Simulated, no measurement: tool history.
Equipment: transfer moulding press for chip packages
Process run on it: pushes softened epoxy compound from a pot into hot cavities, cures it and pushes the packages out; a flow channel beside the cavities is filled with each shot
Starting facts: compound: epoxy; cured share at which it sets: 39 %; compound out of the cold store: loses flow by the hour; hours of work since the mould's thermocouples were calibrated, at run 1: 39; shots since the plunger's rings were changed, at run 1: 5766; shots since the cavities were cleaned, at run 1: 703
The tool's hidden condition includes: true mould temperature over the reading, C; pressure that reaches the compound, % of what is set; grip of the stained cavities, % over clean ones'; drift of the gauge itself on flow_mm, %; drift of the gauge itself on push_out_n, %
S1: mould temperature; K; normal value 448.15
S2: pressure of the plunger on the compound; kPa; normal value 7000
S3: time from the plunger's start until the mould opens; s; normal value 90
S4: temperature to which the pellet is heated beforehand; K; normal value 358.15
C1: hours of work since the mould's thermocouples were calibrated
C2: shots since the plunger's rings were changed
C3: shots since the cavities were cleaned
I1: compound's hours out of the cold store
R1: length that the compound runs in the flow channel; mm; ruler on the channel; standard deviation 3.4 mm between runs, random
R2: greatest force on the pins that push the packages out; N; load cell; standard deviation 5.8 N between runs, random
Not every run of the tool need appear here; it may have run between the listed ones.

run     day      S1    S2   S3      S4   C1    C2   C3    I1   R1   R2
  1       0  448.15  7000   90  358.15   39  5766  703   8.6  752  341
      1.079  -- cavities cleaned with cleaning compound and waxed
  2   1.942  448.15  7000   90  358.15   63  6202  201  15.1  731  261
  3   3.196  448.15  7000   77  358.15   79  6492  491   9.5  743  365
      4.458  -- plunger's sealing rings changed
  4   4.696  448.15  7000   77  358.15   96    55  814  26.1  758  393
      5.221  -- cavities cleaned with cleaning compound and waxed
  5   6.496  448.15  7000   90  358.15  119   458  295  42.9  725  280
  6   8.046  448.15  5470   90  358.15  138   817  654  21.1  681  328
       9.35  -- cavities cleaned with cleaning compound and waxed
  7  10.521  448.15  5470   90  358.15  169  1376  272  14.1  684  267
  8  11.983  448.15  5470   90  358.15  188  1715  611  34.2  643  321
      13.55  -- cavities cleaned with cleaning compound and waxed
  9  13.758  448.15  5470   90  358.15  209  2111   48  21.5  670  227
 10   16.15  448.15  5470   90  358.15  240  2665  602  21.7  663  337
     17.775  -- cavities cleaned with cleaning compound and waxed
 11  18.088  448.15  7000   90  358.15  264  3099   72  30.1  732  234
 12  19.479  448.15  7000   90  358.15  282  3422  395  25.9  733  299
     21.904  -- cavities cleaned with cleaning compound and waxed
 13  22.083  448.15  7000   90  358.15  314  4011   42   8.5  764  224
 14   23.25  448.15  7000   90  358.15  329  4281  312  31.4  719  285
     24.512  -- mould's thermocouples calibrated
 15  25.454  448.15  7000  123  367.15   12  4772  803  10.4  757  326
     26.117  -- cavities cleaned with cleaning compound and waxed
 16  27.479  451.15  7000   90  358.15   37  5227  316  16.6  728  284
 17  28.979  454.15  7000   90  349.15   56  5574  663  25.3  693  313
     30.246  -- cavities cleaned with cleaning compound and waxed
 18  31.192  454.15  5520   90  356.15   84  6072  219  42.9  587  254
 19  32.746  448.15  7150   90  366.15  103  6432  579    32  710  329
     34.388  -- plunger's sealing rings changed
      34.45  -- cavities cleaned with cleaning compound and waxed
 20  35.683  448.15  7150   85  357.15  139   285  285   8.9  811  296
     38.496  -- cavities cleaned with cleaning compound and waxed
 21  38.533  450.15  5230  121  349.15  174   932    9  31.8  643  203
 22  40.508  453.15  5860   79  358.15  199  1389  466  29.2  664  307
       42.7  -- cavities cleaned with cleaning compound and waxed
 23  43.096  453.15  5860   73  358.15  232  1974   92  43.9  633  242
 24  44.925  453.15  5590  120  366.15  255  2398  516  38.4  624  293
     46.933  -- cavities cleaned with cleaning compound and waxed
 25  47.146  443.15  6320   98  359.15  282  2898   49  47.4  670  239
 26  49.929  442.15  7240  113  368.15  318  3542  693  21.9  784  334
     51.142  -- cavities cleaned with cleaning compound and waxed
 27  51.817  442.15  7240  113  368.15  341  3965  156    25  772  261

For some of the steps in R1 from one run to the next: how much would appear even if the tool had no hidden state, given the settings, what came in and random variation, and how much remains for the hidden state plus any gauge scatter that the measured result and the result without hidden state don't share?
Run 3 -> 4: plunger's sealing rings changed. R1 +15 mm: hidden state +58, all else -43.
Run 18 -> 19: S1 454.15 -> 448.15, S2 5520 -> 7150, S4 356.15 -> 366.15. R1 +123 mm: hidden state -12, all else +135.
Run 19 -> 20: S3 90 -> 85, S4 366.15 -> 357.15, plunger's sealing rings changed, cavities cleaned with cleaning compound and waxed. R1 +101 mm: hidden state +50, all else +51.
Run 20 -> 21: S1 448.15 -> 450.15, S2 7150 -> 5230, S3 85 -> 121, S4 357.15 -> 349.15, cavities cleaned with cleaning compound and waxed. R1 -168 mm: hidden state -4, all else -164.
